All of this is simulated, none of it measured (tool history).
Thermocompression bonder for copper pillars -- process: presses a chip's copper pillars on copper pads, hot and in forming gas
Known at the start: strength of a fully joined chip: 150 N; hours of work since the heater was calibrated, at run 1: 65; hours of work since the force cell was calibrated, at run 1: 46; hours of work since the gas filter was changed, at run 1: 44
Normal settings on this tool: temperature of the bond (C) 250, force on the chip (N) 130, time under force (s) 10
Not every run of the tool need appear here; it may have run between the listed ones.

run	day	temperature of the bond (C)	force on the chip (N)	time under force (s)	hours of work since the heater was calibrated	hours of work since the force cell was calibrated	hours of work since the gas filter was changed	force that shears a chip off (N)
1	0.000	250	130	10	65	46	44	79.7
2	0.238	250	130	23	68	49	47	101.7
3	0.446	250	130	23	70	51	49	101.6
4	0.633	250	130	23	71	53	51	99.9
5	0.812	250	130	23	73	54	52	101.0
6	1.175	250	130	23	77	58	56	102.0
7	1.512	250	130	23	80	61	59	101.9
8	1.892	250	130	10	84	65	63	79.0
9	2.188	250	130	10	87	68	66	79.3
10	2.496	250	130	10	90	71	69	77.6
11	2.783	250	130	10	92	74	72	78.8
12	3.079	250	130	10	95	76	74	78.3
13	3.462	250	130	19	99	80	78	95.0
14	3.625	235	100	26	101	82	80	76.8
15	3.917	235	100	26	103	85	83	77.4
16	4.300	254	187	26	107	88	86	118.4
17	4.554	254	187	26	110	91	89	118.7
18	4.883	264	115	16	113	94	92	100.6
19	5.208	264	115	16	116	97	95	99.5
20	5.508	250	127	10	119	100	98	76.9
21	5.738	220	130	26	121	102	100	69.4
22	5.958	245	112	7	123	104	102	57.6
23	6.262	245	112	7	126	107	105	58.5
24	6.512	250	105	17	129	110	108	83.6
25	6.704	250	105	17	131	112	110	83.3
26	6.867	225	145	22	132	113	111	73.1

Subtracting, for every run, the result it would have given without the tool's unlogged condition from the measured result gives the following. The same run-to-run variation enters both numbers; the gauge's scatter may not:
Hidden state at play: true temperature of the bond over the reading, C; force that reaches the chip, % of what is set; oxide that the forming gas leaves, % of the face; drift of the gauge itself on shear_n, %.
run	force that shears a chip off (N)
1	-1.1
2	-1.6
3	-1.7
4	-1.7
5	-1.8
6	-2.0
7	-2.1
8	-1.7
9	-1.7
10	-1.8
11	-2.0
12	-2.1
13	-2.8
14	-2.2
15	-2.3
16	-4.4
17	-4.4
18	-3.8
19	-3.8
20	-2.9
21	-2.4
22	-2.2
23	-2.3
24	-3.5
25	-3.6
26	-3.0

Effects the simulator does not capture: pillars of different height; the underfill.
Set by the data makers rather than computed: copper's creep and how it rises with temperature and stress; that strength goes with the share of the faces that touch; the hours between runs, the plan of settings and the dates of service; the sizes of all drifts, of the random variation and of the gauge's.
